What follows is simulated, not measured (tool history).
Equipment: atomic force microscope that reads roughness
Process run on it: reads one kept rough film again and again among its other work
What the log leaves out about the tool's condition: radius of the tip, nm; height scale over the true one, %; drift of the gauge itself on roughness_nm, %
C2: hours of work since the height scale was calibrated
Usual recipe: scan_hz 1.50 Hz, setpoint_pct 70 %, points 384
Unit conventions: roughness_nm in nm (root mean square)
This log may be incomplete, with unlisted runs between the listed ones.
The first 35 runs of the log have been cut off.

Run 36, hour 830.3: usual settings but scan_hz 0.82 Hz, setpoint_pct 58 %, points 503; pictures with this tip 215; C2 762. Result: roughness_nm 1.561 nm (root mean square).
At hour 839.1: new tip fitted.
Run 37, hour 857.9: usual settings but setpoint_pct 82 %; pictures with this tip 28; C2 778. Result: roughness_nm 1.544 nm (root mean square).
Run 38, hour 881.5: usual settings but scan_hz 3.45 Hz, points 679; pictures with this tip 64; C2 792. Result: roughness_nm 1.487 nm (root mean square).
Run 39, hour 911.6: usual settings but scan_hz 3.45 Hz, setpoint_pct 75 %, points 1005; pictures with this tip 110; C2 809. Result: roughness_nm 1.379 nm (root mean square).
Run 40, hour 929.2: usual settings but setpoint_pct 76 %, points 674; pictures with this tip 137; C2 819. Result: roughness_nm 1.508 nm (root mean square).
Run 41, hour 951.9: usual settings but setpoint_pct 76 %, points 674; pictures with this tip 171; C2 833. Result: roughness_nm 1.463 nm (root mean square).
Run 42, hour 970.3: usual settings but scan_hz 1.25 Hz, setpoint_pct 76 %, points 569; pictures with this tip 199; C2 843. Result: roughness_nm 1.457 nm (root mean square).
At hour 989.2: new tip fitted.
Run 43, hour 989.9: usual settings but scan_hz 1.25 Hz, setpoint_pct 63 %, points 569; pictures with this tip 1; C2 855. Result: roughness_nm 1.719 nm (root mean square).
Run 44, hour 1017.7: usual settings but scan_hz 2.14 Hz, setpoint_pct 61 %, points 990; pictures with this tip 44; C2 871. Result: roughness_nm 1.659 nm (root mean square).
Run 45, hour 1044.7: usual settings but scan_hz 0.83 Hz, setpoint_pct 58 %, points 990; pictures with this tip 85; C2 886. Result: roughness_nm 1.674 nm (root mean square).
Run 46, hour 1069.2: usual settings but scan_hz 1.04 Hz, setpoint_pct 63 %, points 435; pictures with this tip 122; C2 901. Result: roughness_nm 1.605 nm (root mean square).
Run 47, hour 1090.7: usual settings but scan_hz 3.31 Hz, points 681; pictures with this tip 155; C2 913. Result: roughness_nm 1.405 nm (root mean square).
Run 48, hour 1121.4: usual settings but points 291; pictures with this tip 201; C2 931. Result: roughness_nm 1.453 nm (root mean square).
At hour 1140.5: new tip fitted.
Run 49, hour 1140.6: usual settings but scan_hz 1.13 Hz, setpoint_pct 67 %, points 851; pictures with this tip 1; C2 942. Result: roughness_nm 1.741 nm (root mean square).
Run 50, hour 1170.2: usual settings but scan_hz 2.25 Hz, setpoint_pct 72 %, points 517; pictures with this tip 46; C2 959. Result: roughness_nm 1.565 nm (root mean square).
Run 51, hour 1187.3: usual settings but scan_hz 2.25 Hz, setpoint_pct 72 %, points 517; pictures with this tip 72; C2 969. Result: roughness_nm 1.535 nm (root mean square).
Run 52, hour 1206.0: usual settings but scan_hz 0.68 Hz, setpoint_pct 57 %, points 468; pictures with this tip 100; C2 980. Result: roughness_nm 1.663 nm (root mean square).

What if the next run were any one of these 3? Each begins from the tool's condition after run 52:
Run A, hour 1221.4: usual settings but scan_hz 2.91 Hz, setpoint_pct 89 %, points 532; pictures with this tip 124; C2 989. Result: roughness_nm ?.
Run B, hour 1221.4: usual settings but scan_hz 3.33 Hz, setpoint_pct 85 %, points 319; pictures with this tip 124; C2 989. Result: roughness_nm ?.
Run C, hour 1221.4: usual settings but scan_hz 1.11 Hz, setpoint_pct 57 %, points 468; pictures with this tip 124; C2 989. Result: roughness_nm ?.

run  roughness_nm
  A         1.207
  B         1.223
  C         1.634
What these runs would have given with no unlogged condition in the tool:
run  roughness_nm
  A         1.323
  B         1.339
  C         1.790
